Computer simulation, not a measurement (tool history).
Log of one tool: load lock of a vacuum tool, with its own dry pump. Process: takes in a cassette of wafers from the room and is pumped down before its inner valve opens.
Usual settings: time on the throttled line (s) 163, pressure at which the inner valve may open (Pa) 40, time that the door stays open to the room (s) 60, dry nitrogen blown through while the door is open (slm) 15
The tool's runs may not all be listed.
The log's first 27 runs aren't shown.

| run | hour | time on the throttled line (s) | pressure at which the inner valve may open (Pa) | time that the door stays open to the room (s) | dry nitrogen blown through while the door is open (slm) | hours that the pump has run since its overhaul | times that the door has closed on its seal | incoming humidity of the room's air, % | time from the closed door until the inner valve may open (s) | rise of the pressure with all valves shut (Pa/min) |
|---|---|---|---|---|---|---|---|---|---|---|
| 28 | 7728.4 | 163 | 40 | 42 | 5 | 17226 | 21433 | 45.9 | 255.1 | 0.183 |
| 29 | 8092.7 | 163 | 40 | 40 | 38 | 17591 | 22696 | 45.7 | 255.3 | 0.174 |
| 30 | 8455.6 | 163 | 40 | 40 | 38 | 17953 | 23954 | 44.5 | 254.9 | 0.194 |
| 31 | 8865.5 | 163 | 40 | 40 | 38 | 18363 | 25374 | 49.7 | 253.1 | 0.211 |
| 32 | 9123.3 | 163 | 36 | 40 | 8 | 18621 | 26268 | 43.3 | 258.8 | 0.237 |
| 33 | 9450.6 | 163 | 36 | 40 | 8 | 18949 | 27402 | 41.6 | 257.5 | 0.238 |
| 34 | 9795.2 | 163 | 29 | 59 | 8 | 19293 | 28597 | 48.8 | 261.6 | 0.278 |
| 35 | 10155.3 | 163 | 29 | 59 | 8 | 19653 | 29844 | 44.1 | 262.0 | 0.281 |
| 36 | 10552.4 | 133 | 73 | 215 | 8 | 20050 | 31221 | 42.4 | 222.4 | 0.367 |

3 ways to go on from here, each from the tool as it stands after run 36. What would each give?
| A | 10760.6 | 226 | 76 | 215 | 8 | 20259 | 31942 | 43.8 | ? | ? |
| B | 10760.6 | 208 | 69 | 60 | 31 | 20259 | 31942 | 48.2 | ? | ? |
| C | 10760.6 | 133 | 59 | 203 | 8 | 20259 | 31942 | 46.8 | ? | ? |

| run | time from the closed door until the inner valve may open (s) | rise of the pressure with all valves shut (Pa/min) |
|---|---|---|
| A | 305.3 | 0.379 |
| B | 290.3 | 0.298 |
| C | 225.5 | 0.383 |
Without the tool's hidden state the same runs would have given:
| run | time from the closed door until the inner valve may open (s) | rise of the pressure with all valves shut (Pa/min) |
|---|---|---|
| A | 295.8 | 0.115 |
| B | 280.3 | 0.031 |
| C | 214.2 | 0.122 |
